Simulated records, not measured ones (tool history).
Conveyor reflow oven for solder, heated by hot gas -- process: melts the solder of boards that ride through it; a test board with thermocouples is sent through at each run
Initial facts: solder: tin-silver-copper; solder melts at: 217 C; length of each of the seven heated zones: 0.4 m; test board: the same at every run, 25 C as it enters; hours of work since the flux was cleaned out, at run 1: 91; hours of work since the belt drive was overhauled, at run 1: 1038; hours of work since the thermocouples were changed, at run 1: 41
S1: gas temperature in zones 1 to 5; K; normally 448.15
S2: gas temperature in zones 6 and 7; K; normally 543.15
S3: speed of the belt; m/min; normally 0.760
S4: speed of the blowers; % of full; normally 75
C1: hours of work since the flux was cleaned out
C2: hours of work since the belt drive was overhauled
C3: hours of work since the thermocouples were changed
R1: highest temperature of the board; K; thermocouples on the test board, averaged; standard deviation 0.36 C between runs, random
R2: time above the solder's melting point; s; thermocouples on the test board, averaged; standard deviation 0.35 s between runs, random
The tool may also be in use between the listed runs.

{"run": 1, "day": 0.0, "S1": 448.15, "S2": 543.15, "S3": 0.76, "S4": 75, "C1": 91, "C2": 1038, "C3": 41, "R1": 531.45, "R2": 52.2}
{"run": 2, "day": 2.783, "S1": 448.15, "S2": 543.15, "S3": 0.76, "S4": 75, "C1": 128, "C2": 1075, "C3": 78, "R1": 531.65, "R2": 52.0}
{"run": 3, "day": 5.867, "S1": 449.15, "S2": 543.15, "S3": 0.76, "S4": 75, "C1": 169, "C2": 1115, "C3": 119, "R1": 532.45, "R2": 52.2}
{"run": 4, "day": 7.329, "S1": 441.15, "S2": 543.15, "S3": 0.76, "S4": 75, "C1": 189, "C2": 1135, "C3": 138, "R1": 531.15, "R2": 49.8}
{"run": 5, "day": 10.879, "S1": 448.15, "S2": 543.15, "S3": 0.76, "S4": 54, "C1": 236, "C2": 1182, "C3": 185, "R1": 527.25, "R2": 48.5}
{"run": 6, "day": 12.592, "S1": 448.15, "S2": 543.15, "S3": 0.76, "S4": 54, "C1": 258, "C2": 1205, "C3": 208, "R1": 528.05, "R2": 48.9}
{"run": 7, "day": 15.621, "S1": 448.15, "S2": 543.15, "S3": 0.76, "S4": 54, "C1": 299, "C2": 1245, "C3": 248, "R1": 527.95, "R2": 48.0}
{"day": 18.112, "done": "belt drive overhauled, speed set with a stopwatch"}
{"day": 18.992, "done": "flux residue cleaned out of gas plates and filters"}
{"run": 8, "day": 19.054, "S1": 448.15, "S2": 543.15, "S3": 0.76, "S4": 75, "C1": 1, "C2": 10, "C3": 289, "R1": 531.85, "R2": 51.5}
{"run": 9, "day": 22.021, "S1": 462.15, "S2": 543.15, "S3": 0.76, "S4": 75, "C1": 40, "C2": 49, "C3": 328, "R1": 534.35, "R2": 56.6}
{"run": 10, "day": 24.008, "S1": 462.15, "S2": 543.15, "S3": 0.76, "S4": 75, "C1": 66, "C2": 75, "C3": 354, "R1": 533.55, "R2": 57.1}
{"run": 11, "day": 27.442, "S1": 462.15, "S2": 543.15, "S3": 0.76, "S4": 75, "C1": 112, "C2": 121, "C3": 400, "R1": 533.95, "R2": 57.4}
{"run": 12, "day": 30.996, "S1": 443.15, "S2": 554.15, "S3": 0.76, "S4": 75, "C1": 159, "C2": 168, "C3": 447, "R1": 540.65, "R2": 54.4}
{"run": 13, "day": 33.488, "S1": 443.15, "S2": 554.15, "S3": 0.76, "S4": 75, "C1": 192, "C2": 201, "C3": 480, "R1": 540.95, "R2": 54.7}
{"run": 14, "day": 36.992, "S1": 443.15, "S2": 554.15, "S3": 0.76, "S4": 75, "C1": 239, "C2": 248, "C3": 527, "R1": 541.45, "R2": 53.9}
{"run": 15, "day": 39.196, "S1": 446.15, "S2": 543.15, "S3": 0.735, "S4": 75, "C1": 268, "C2": 277, "C3": 556, "R1": 531.55, "R2": 53.9}
{"run": 16, "day": 42.329, "S1": 454.15, "S2": 546.15, "S3": 0.8, "S4": 72, "C1": 309, "C2": 318, "C3": 597, "R1": 533.45, "R2": 51.3}
{"run": 17, "day": 44.096, "S1": 445.15, "S2": 543.15, "S3": 0.847, "S4": 58, "C1": 333, "C2": 342, "C3": 621, "R1": 523.95, "R2": 41.0}

Run 18, settings as shown, results not yet in. Your forecast:
{"day": 44.538, "done": "flux residue cleaned out of gas plates and filters"}
{"run": 18, "day": 45.808, "S1": 446.15, "S2": 547.15, "S3": 0.716, "S4": 77, "C1": 17, "C2": 362, "C3": 641, "R1": "?", "R2": "?"}

Run 18 came out at R1 537.05 K, R2 57.3 s.
Take away the tool's hidden state, keep the run-to-run variation as it was, and the same run would have given R1 536.95 K, R2 57.3 s.
